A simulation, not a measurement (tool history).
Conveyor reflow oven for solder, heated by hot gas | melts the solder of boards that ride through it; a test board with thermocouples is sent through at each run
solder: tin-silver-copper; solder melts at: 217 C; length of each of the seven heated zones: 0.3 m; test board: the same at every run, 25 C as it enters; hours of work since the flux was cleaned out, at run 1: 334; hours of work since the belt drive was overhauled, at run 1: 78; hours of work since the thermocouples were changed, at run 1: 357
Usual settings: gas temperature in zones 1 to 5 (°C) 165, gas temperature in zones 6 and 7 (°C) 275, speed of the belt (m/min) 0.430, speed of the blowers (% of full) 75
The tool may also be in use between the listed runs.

run,day,gas temperature in zones 1 to 5 (°C),gas temperature in zones 6 and 7 (°C),speed of the belt (m/min),speed of the blowers (% of full),hours of work since the flux was cleaned out,hours of work since the belt drive was overhauled,hours of work since the thermocouples were changed,highest temperature of the board (°C),time above the solder's melting point (s)
1,0.000,165,275,0.430,75,334,78,357,256.9,62.5
2,0.262,165,275,0.430,75,339,82,362,256.8,62.3
# day 0.800: flux residue cleaned out of gas plates and filters
3,0.929,165,275,0.430,75,2,91,370,258.3,63.7
4,1.179,165,275,0.430,75,7,95,375,258.2,63.9
5,1.479,168,275,0.430,75,12,101,380,258.9,65.5
6,1.808,165,275,0.430,75,18,106,386,258.4,63.7
7,2.262,165,275,0.430,75,26,115,394,258.4,63.6
8,2.704,165,275,0.430,75,34,122,402,258.4,63.8
9,3.188,165,272,0.430,75,43,131,411,255.6,61.9
10,3.483,165,272,0.430,75,48,136,416,255.7,62.1
11,3.825,165,275,0.438,75,54,143,422,257.6,62.1
12,4.075,174,275,0.438,75,59,147,427,259.2,66.1
13,4.525,174,275,0.438,75,67,155,435,259.1,66.3
14,4.821,174,275,0.438,75,72,160,440,259.2,66.1
15,5.304,165,275,0.430,62,81,169,449,253.6,59.4
16,5.775,165,275,0.430,62,89,177,457,253.7,59.5
17,5.971,170,275,0.430,75,93,181,461,259.2,65.9
18,6.267,170,275,0.430,75,98,186,466,259.1,65.9
19,6.492,170,270,0.348,67,102,190,470,259.2,82.8
20,6.833,170,270,0.348,67,108,196,476,259.0,83.1
21,7.254,169,273,0.363,89,116,204,484,265.4,84.2
22,7.692,169,273,0.363,89,123,212,491,265.3,84.1
23,7.946,165,285,0.477,75,128,216,496,262.6,59.4
24,8.429,175,285,0.477,75,137,225,505,264.8,63.6
25,8.692,178,279,0.445,63,141,230,509,258.8,65.5
26,9.088,170,279,0.445,63,148,237,516,257.1,61.4
27,9.296,165,275,0.430,86,152,240,520,261.2,66.1
28,9.738,165,275,0.466,69,160,248,528,253.0,54.0
29,10.092,158,275,0.466,51,166,255,534,242.6,40.9
30,10.321,158,276,0.351,51,170,259,538,256.6,73.9

4 ways to go on from here, each from the tool as it stands after run 30. What would each give?
A,10.771,165,273,0.449,90,178,267,547,?,?
B,10.771,158,264,0.351,71,178,267,547,?,?
C,10.771,162,271,0.350,51,178,267,547,?,?
D,10.771,165,275,0.430,62,178,267,547,?,?

run,highest temperature of the board (°C),time above the solder's melting point (s)
A,259.2,61.8
B,252.9,72.6
C,253.1,72.1
D,253.6,59.1
Without the tool's hidden state the same runs would have given:
run,highest temperature of the board (°C),time above the solder's melting point (s)
A,258.1,61.2
B,251.5,71.4
C,251.7,70.6
D,252.5,58.1
